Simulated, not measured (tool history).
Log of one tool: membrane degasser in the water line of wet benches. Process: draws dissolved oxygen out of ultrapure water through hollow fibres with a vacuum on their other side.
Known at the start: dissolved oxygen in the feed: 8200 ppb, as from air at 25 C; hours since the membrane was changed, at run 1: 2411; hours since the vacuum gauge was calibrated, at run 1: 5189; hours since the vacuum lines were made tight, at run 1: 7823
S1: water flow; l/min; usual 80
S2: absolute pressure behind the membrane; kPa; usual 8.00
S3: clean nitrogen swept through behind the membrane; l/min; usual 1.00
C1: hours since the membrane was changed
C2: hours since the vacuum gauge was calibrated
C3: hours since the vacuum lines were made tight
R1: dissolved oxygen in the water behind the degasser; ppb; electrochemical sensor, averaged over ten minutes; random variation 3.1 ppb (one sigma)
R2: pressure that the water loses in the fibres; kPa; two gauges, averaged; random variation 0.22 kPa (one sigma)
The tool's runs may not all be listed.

run 1 hour=0.0 | S1=80 S2=8.00 S3=1.00 | C1=2411 C2=5189 C3=7823 | R1=618.6 R2=52.78
run 2 hour=66.0 | S1=80 S2=10.49 S3=1.00 | C1=2477 C2=5255 C3=7889 | R1=913.5 R2=52.82
run 3 hour=145.8 | S1=80 S2=8.00 S3=1.00 | C1=2557 C2=5334 C3=7968 | R1=619.7 R2=52.82
run 4 hour=194.4 | S1=80 S2=8.00 S3=1.00 | C1=2606 C2=5383 C3=8017 | R1=614.2 R2=52.78
run 5 hour=278.7 | S1=80 S2=8.00 S3=1.00 | C1=2690 C2=5467 C3=8101 | R1=625.5 R2=52.78
run 6 hour=379.6 | S1=80 S2=8.00 S3=1.00 | C1=2791 C2=5568 C3=8202 | R1=618.8 R2=52.69
run 7 hour=488.8 | S1=80 S2=8.00 S3=1.00 | C1=2900 C2=5677 C3=8311 | R1=627.0 R2=52.15
run 8 hour=541.7 | S1=80 S2=8.00 S3=1.00 | C1=2953 C2=5730 C3=8364 | R1=622.0 R2=52.15
run 9 hour=633.6 | S1=80 S2=8.00 S3=1.00 | C1=3045 C2=5822 C3=8456 | R1=620.3 R2=53.12
run 10 hour=737.8 | S1=80 S2=8.00 S3=2.09 | C1=3149 C2=5926 C3=8560 | R1=369.6 R2=52.43
run 11 hour=846.3 | S1=80 S2=8.00 S3=2.09 | C1=3258 C2=6035 C3=8669 | R1=372.2 R2=52.69
-- hour=853.6 vacuum gauge calibrated
run 12 hour=951.2 | S1=80 S2=8.00 S3=1.00 | C1=3362 C2=98 C3=8773 | R1=621.4 R2=52.98
run 13 hour=1054.2 | S1=117 S2=8.00 S3=1.00 | C1=3465 C2=201 C3=8876 | R1=816.4 R2=76.90
run 14 hour=1120.6 | S1=80 S2=8.00 S3=1.00 | C1=3531 C2=267 C3=8943 | R1=624.6 R2=52.92
run 15 hour=1214.1 | S1=80 S2=8.00 S3=1.00 | C1=3625 C2=361 C3=9036 | R1=620.8 R2=52.53
run 16 hour=1262.0 | S1=80 S2=8.00 S3=1.00 | C1=3673 C2=408 C3=9084 | R1=626.7 R2=52.36
run 17 hour=1336.1 | S1=111 S2=7.69 S3=2.84 | C1=3747 C2=483 C3=9158 | R1=388.7 R2=72.50
run 18 hour=1380.1 | S1=111 S2=7.69 S3=2.84 | C1=3791 C2=527 C3=9202 | R1=386.0 R2=73.16
run 19 hour=1428.6 | S1=59 S2=8.00 S3=1.01 | C1=3839 C2=575 C3=9251 | R1=500.7 R2=38.65
run 20 hour=1488.4 | S1=111 S2=8.00 S3=2.21 | C1=3899 C2=635 C3=9311 | R1=489.6 R2=72.86
run 21 hour=1539.3 | S1=56 S2=17.49 S3=2.21 | C1=3950 C2=686 C3=9361 | R1=727.3 R2=36.62
run 22 hour=1613.6 | S1=58 S2=12.07 S3=2.40 | C1=4024 C2=760 C3=9436 | R1=446.6 R2=37.89
run 23 hour=1718.8 | S1=58 S2=12.07 S3=2.40 | C1=4129 C2=865 C3=9541 | R1=449.3 R2=37.81
run 24 hour=1767.2 | S1=80 S2=14.25 S3=2.69 | C1=4178 C2=914 C3=9589 | R1=664.6 R2=52.66
-- hour=1805.2 seals of the vacuum lines changed
run 25 hour=1831.4 | S1=80 S2=8.30 S3=1.00 | C1=4240 C2=976 C3=26 | R1=662.4 R2=52.81
run 26 hour=1893.8 | S1=50 S2=13.34 S3=0.95 | C1=4303 C2=1038 C3=89 | R1=918.4 R2=33.17
run 27 hour=1988.1 | S1=54 S2=11.53 S3=0.42 | C1=4397 C2=1133 C3=183 | R1=1336.7 R2=35.80
run 28 hour=2042.4 | S1=54 S2=11.53 S3=0.42 | C1=4451 C2=1187 C3=237 | R1=1331.2 R2=35.68
run 29 hour=2149.7 | S1=54 S2=9.07 S3=2.03 | C1=4558 C2=1294 C3=344 | R1=326.1 R2=35.22
run 30 hour=2227.7 | S1=61 S2=7.68 S3=1.98 | C1=4636 C2=1372 C3=423 | R1=285.4 R2=40.14
run 31 hour=2305.4 | S1=55 S2=7.68 S3=1.98 | C1=4714 C2=1450 C3=500 | R1=262.1 R2=36.42

Forecast each of these 4 alternatives for the next run:
run A hour=2354.4 | S1=70 S2=5.12 S3=0.74 | C1=4763 C2=1499 C3=549 | R1=? R2=?
run B hour=2354.4 | S1=80 S2=8.00 S3=1.00 | C1=4763 C2=1499 C3=549 | R1=? R2=?
run C hour=2354.4 | S1=95 S2=17.57 S3=0.46 | C1=4763 C2=1499 C3=549 | R1=? R2=?
run D hour=2354.4 | S1=54 S2=5.15 S3=0.49 | C1=4763 C2=1499 C3=549 | R1=? R2=?

run=A R1=288.0 R2=46.40
run=B R1=625.9 R2=52.98
run=C R1=2690.2 R2=62.66
run=D R1=314.1 R2=35.41
Without the tool's hidden state the same runs would have given:
run=A R1=287.9 R2=46.39
run=B R1=625.7 R2=52.96
run=C R1=2690.1 R2=62.65
run=D R1=314.0 R2=35.40
